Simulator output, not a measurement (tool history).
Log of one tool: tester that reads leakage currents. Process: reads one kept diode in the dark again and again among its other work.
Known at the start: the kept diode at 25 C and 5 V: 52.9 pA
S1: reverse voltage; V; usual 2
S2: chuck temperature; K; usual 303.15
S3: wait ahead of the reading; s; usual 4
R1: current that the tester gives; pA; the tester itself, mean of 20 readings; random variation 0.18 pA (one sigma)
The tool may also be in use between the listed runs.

run    hour     S1      S2    S3      R1
  1       0      2  303.15     4   61.18
  2   189.4      2  303.15     4   61.05
  3   344.9      2  309.15     4  106.65
  4   460.8      2  309.15     4  106.34
  5   570.5      2  309.15     4  106.09
  6     652      2  319.15     4  255.86
  7   746.1      2  319.15     4  254.15
  8   838.8      2  319.15     4  254.52
  9   990.4      2  319.15     4  254.44
 10  1070.1      2  319.15     4  254.32
 11  1169.5      2  319.15   0.5  255.65
 12  1319.3      2  319.15   0.5  254.44
 13  1508.8      2  319.15  2.25  252.45
 14  1673.6      2  303.15     4   60.22
 15  1803.7      2  303.15     4   60.03
 16  1901.8      2  303.15     4   59.76
     1914.3  -- chuck's temperature calibrated
 17  2076.9   8.49  307.15     4  151.13
 18  2230.2   9.15  303.15  0.34  113.63
 19  2385.5  13.14  303.15  0.34  132.49
 20  2463.5   1.39  325.15     4  359.88
 21    2641  14.35  303.15  1.55  130.71
 22  2726.1      2  303.15  1.69   59.71

Forecast run 23:
     2790.6  -- chuck's temperature calibrated, once more
 23  2828.4  1.94  312.15  3.2   ?

Run 23 gave R1 139.74 pA.
Without the tool's hidden state the same run would have given R1 136.93 pA.
